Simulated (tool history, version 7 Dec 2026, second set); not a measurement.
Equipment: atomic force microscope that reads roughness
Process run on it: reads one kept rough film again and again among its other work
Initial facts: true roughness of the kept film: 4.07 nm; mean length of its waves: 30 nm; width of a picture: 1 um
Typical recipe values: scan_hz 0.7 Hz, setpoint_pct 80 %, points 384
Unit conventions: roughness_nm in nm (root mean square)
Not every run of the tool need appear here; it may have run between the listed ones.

run,day,scan_hz,setpoint_pct,points,roughness_nm
1,0,0.7,80,384,3.263
# day 2.025: new tip fitted
2,2.238,0.7,79,384,3.559
3,3.871,0.7,79,384,3.338
4,5.938,0.7,80,384,3.107
# day 6.158: new tip fitted
5,8.112,0.832,80,384,3.331
6,9.933,0.832,80,353,3.116
# day 10.167: new tip fitted
7,11.954,0.7,80,384,3.344
8,13.867,0.7,80,384,3.091
# day 14.196: new tip fitted
9,16.004,0.946,65,384,3.396
10,17.262,0.946,65,384,3.243
# day 18.258: new tip fitted
11,18.383,0.7,78,384,3.538
12,19.675,0.7,78,384,3.349
13,21.796,0.7,78,384,3.138
# day 22.417: new tip fitted
14,23.083,0.999,70,674,3.486

Had the tool no unlogged condition, and each run kept its random variation, what would the results have been?
The hidden state here: radius of the tip, nm; height scale over the true one, %; drift of the gauge itself on roughness_nm, %.
run,roughness_nm
1,3.578
2,3.608
3,3.605
4,3.601
5,3.593
6,3.598
7,3.617
8,3.596
9,3.667
10,3.652
11,3.595
12,3.578
13,3.625
14,3.618

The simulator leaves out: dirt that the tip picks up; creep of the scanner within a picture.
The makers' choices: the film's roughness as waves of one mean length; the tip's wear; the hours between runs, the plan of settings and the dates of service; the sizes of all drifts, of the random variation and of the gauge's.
